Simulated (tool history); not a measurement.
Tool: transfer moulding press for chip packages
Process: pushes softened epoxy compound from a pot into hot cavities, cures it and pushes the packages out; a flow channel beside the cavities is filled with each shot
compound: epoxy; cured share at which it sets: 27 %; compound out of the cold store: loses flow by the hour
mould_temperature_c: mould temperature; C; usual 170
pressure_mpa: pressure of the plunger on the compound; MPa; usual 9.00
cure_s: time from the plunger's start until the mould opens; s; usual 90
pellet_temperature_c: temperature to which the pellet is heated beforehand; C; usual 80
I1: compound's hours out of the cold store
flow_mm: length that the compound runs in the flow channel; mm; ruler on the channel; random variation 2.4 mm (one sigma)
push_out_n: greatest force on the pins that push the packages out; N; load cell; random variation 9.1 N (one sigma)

{"run": 1, "hour": 0.0, "mould_temperature_c": 170, "pressure_mpa": 9.0, "cure_s": 90, "pellet_temperature_c": 80, "I1": 35.1, "flow_mm": 534, "push_out_n": 508}
{"run": 2, "hour": 48.5, "mould_temperature_c": 170, "pressure_mpa": 9.0, "cure_s": 90, "pellet_temperature_c": 80, "I1": 24.0, "flow_mm": 567, "push_out_n": 612}
{"hour": 59.1, "done": "plunger's sealing rings changed"}
{"run": 3, "hour": 83.8, "mould_temperature_c": 170, "pressure_mpa": 9.0, "cure_s": 90, "pellet_temperature_c": 80, "I1": 42.6, "flow_mm": 539, "push_out_n": 624}
{"hour": 92.5, "done": "cavities cleaned with cleaning compound and waxed"}
{"run": 4, "hour": 115.6, "mould_temperature_c": 170, "pressure_mpa": 9.0, "cure_s": 90, "pellet_temperature_c": 90, "I1": 29.9, "flow_mm": 577, "push_out_n": 494}
{"run": 5, "hour": 154.9, "mould_temperature_c": 170, "pressure_mpa": 9.0, "cure_s": 90, "pellet_temperature_c": 90, "I1": 14.0, "flow_mm": 633, "push_out_n": 588}
{"run": 6, "hour": 192.4, "mould_temperature_c": 170, "pressure_mpa": 9.0, "cure_s": 90, "pellet_temperature_c": 90, "I1": 31.4, "flow_mm": 570, "push_out_n": 635}
{"hour": 206.6, "done": "cavities cleaned with cleaning compound and waxed"}
{"run": 7, "hour": 235.3, "mould_temperature_c": 170, "pressure_mpa": 9.0, "cure_s": 90, "pellet_temperature_c": 90, "I1": 42.9, "flow_mm": 521, "push_out_n": 500}
{"run": 8, "hour": 277.6, "mould_temperature_c": 170, "pressure_mpa": 9.0, "cure_s": 111, "pellet_temperature_c": 90, "I1": 42.1, "flow_mm": 523, "push_out_n": 512}
{"hour": 318.7, "done": "cavities cleaned with cleaning compound and waxed"}
{"run": 9, "hour": 327.9, "mould_temperature_c": 170, "pressure_mpa": 9.0, "cure_s": 90, "pellet_temperature_c": 71, "I1": 46.9, "flow_mm": 506, "push_out_n": 461}
{"run": 10, "hour": 376.9, "mould_temperature_c": 170, "pressure_mpa": 9.0, "cure_s": 90, "pellet_temperature_c": 71, "I1": 28.4, "flow_mm": 561, "push_out_n": 592}
{"run": 11, "hour": 407.7, "mould_temperature_c": 170, "pressure_mpa": 9.0, "cure_s": 118, "pellet_temperature_c": 80, "I1": 26.3, "flow_mm": 565, "push_out_n": 526}
{"hour": 430.9, "done": "cavities cleaned with cleaning compound and waxed"}
{"run": 12, "hour": 432.9, "mould_temperature_c": 170, "pressure_mpa": 9.0, "cure_s": 118, "pellet_temperature_c": 80, "I1": 42.9, "flow_mm": 506, "push_out_n": 370}
{"run": 13, "hour": 462.8, "mould_temperature_c": 170, "pressure_mpa": 9.0, "cure_s": 118, "pellet_temperature_c": 79, "I1": 26.1, "flow_mm": 567, "push_out_n": 459}
{"hour": 469.1, "done": "mould's thermocouples calibrated"}
{"run": 14, "hour": 495.1, "mould_temperature_c": 169, "pressure_mpa": 7.12, "cure_s": 130, "pellet_temperature_c": 80, "I1": 9.2, "flow_mm": 555, "push_out_n": 497}
{"hour": 503.7, "done": "plunger's sealing rings changed"}
{"hour": 548.0, "done": "cavities cleaned with cleaning compound and waxed"}
{"run": 15, "hour": 548.0, "mould_temperature_c": 169, "pressure_mpa": 7.12, "cure_s": 130, "pellet_temperature_c": 80, "I1": 16.7, "flow_mm": 565, "push_out_n": 353}
{"run": 16, "hour": 589.1, "mould_temperature_c": 169, "pressure_mpa": 7.12, "cure_s": 130, "pellet_temperature_c": 80, "I1": 23.0, "flow_mm": 539, "push_out_n": 458}
{"run": 17, "hour": 633.9, "mould_temperature_c": 165, "pressure_mpa": 9.0, "cure_s": 82, "pellet_temperature_c": 71, "I1": 32.7, "flow_mm": 582, "push_out_n": 1103}
{"hour": 638.1, "done": "mould's thermocouples calibrated, once more"}
{"hour": 660.4, "done": "cavities cleaned with cleaning compound and waxed"}
{"run": 18, "hour": 670.4, "mould_temperature_c": 166, "pressure_mpa": 10.07, "cure_s": 90, "pellet_temperature_c": 80, "I1": 18.7, "flow_mm": 667, "push_out_n": 589}
{"run": 19, "hour": 708.4, "mould_temperature_c": 170, "pressure_mpa": 9.0, "cure_s": 109, "pellet_temperature_c": 81, "I1": 14.1, "flow_mm": 625, "push_out_n": 482}
{"run": 20, "hour": 752.0, "mould_temperature_c": 175, "pressure_mpa": 7.86, "cure_s": 88, "pellet_temperature_c": 82, "I1": 19.3, "flow_mm": 548, "push_out_n": 560}
{"hour": 773.4, "done": "cavities cleaned with cleaning compound and waxed"}
{"run": 21, "hour": 787.1, "mould_temperature_c": 175, "pressure_mpa": 7.86, "cure_s": 88, "pellet_temperature_c": 82, "I1": 9.2, "flow_mm": 581, "push_out_n": 439}
{"run": 22, "hour": 810.9, "mould_temperature_c": 169, "pressure_mpa": 10.72, "cure_s": 88, "pellet_temperature_c": 84, "I1": 44.9, "flow_mm": 555, "push_out_n": 572}
{"run": 23, "hour": 844.6, "mould_temperature_c": 169, "pressure_mpa": 10.72, "cure_s": 88, "pellet_temperature_c": 84, "I1": 14.2, "flow_mm": 672, "push_out_n": 651}
{"hour": 886.3, "done": "cavities cleaned with cleaning compound and waxed"}
{"run": 24, "hour": 886.3, "mould_temperature_c": 169, "pressure_mpa": 10.72, "cure_s": 88, "pellet_temperature_c": 84, "I1": 21.6, "flow_mm": 632, "push_out_n": 450}
{"run": 25, "hour": 918.0, "mould_temperature_c": 170, "pressure_mpa": 8.41, "cure_s": 73, "pellet_temperature_c": 76, "I1": 29.5, "flow_mm": 534, "push_out_n": 740}

The same runs without the tool's hidden state, with the same run-to-run variation:
The hidden state here: true mould temperature over the reading, C; pressure that reaches the compound, % of what is set; grip of the stained cavities, % over clean ones'; drift of the gauge itself on flow_mm, %; drift of the gauge itself on push_out_n, %.
run=1 flow_mm=566 push_out_n=413
run=2 flow_mm=606 push_out_n=416
run=3 flow_mm=541 push_out_n=405
run=4 flow_mm=582 push_out_n=398
run=5 flow_mm=642 push_out_n=409
run=6 flow_mm=582 push_out_n=414
run=7 flow_mm=535 push_out_n=385
run=8 flow_mm=540 push_out_n=348
run=9 flow_mm=527 push_out_n=412
run=10 flow_mm=589 push_out_n=415
run=11 flow_mm=596 push_out_n=353
run=12 flow_mm=536 push_out_n=358
run=13 flow_mm=603 push_out_n=359
run=14 flow_mm=593 push_out_n=349
run=15 flow_mm=566 push_out_n=351
run=16 flow_mm=543 push_out_n=344
run=17 flow_mm=590 push_out_n=693
run=18 flow_mm=685 push_out_n=539
run=19 flow_mm=645 push_out_n=353
run=20 flow_mm=569 push_out_n=376
run=21 flow_mm=606 push_out_n=389
run=22 flow_mm=581 push_out_n=443
run=23 flow_mm=708 push_out_n=455
run=24 flow_mm=669 push_out_n=447
run=25 flow_mm=568 push_out_n=588
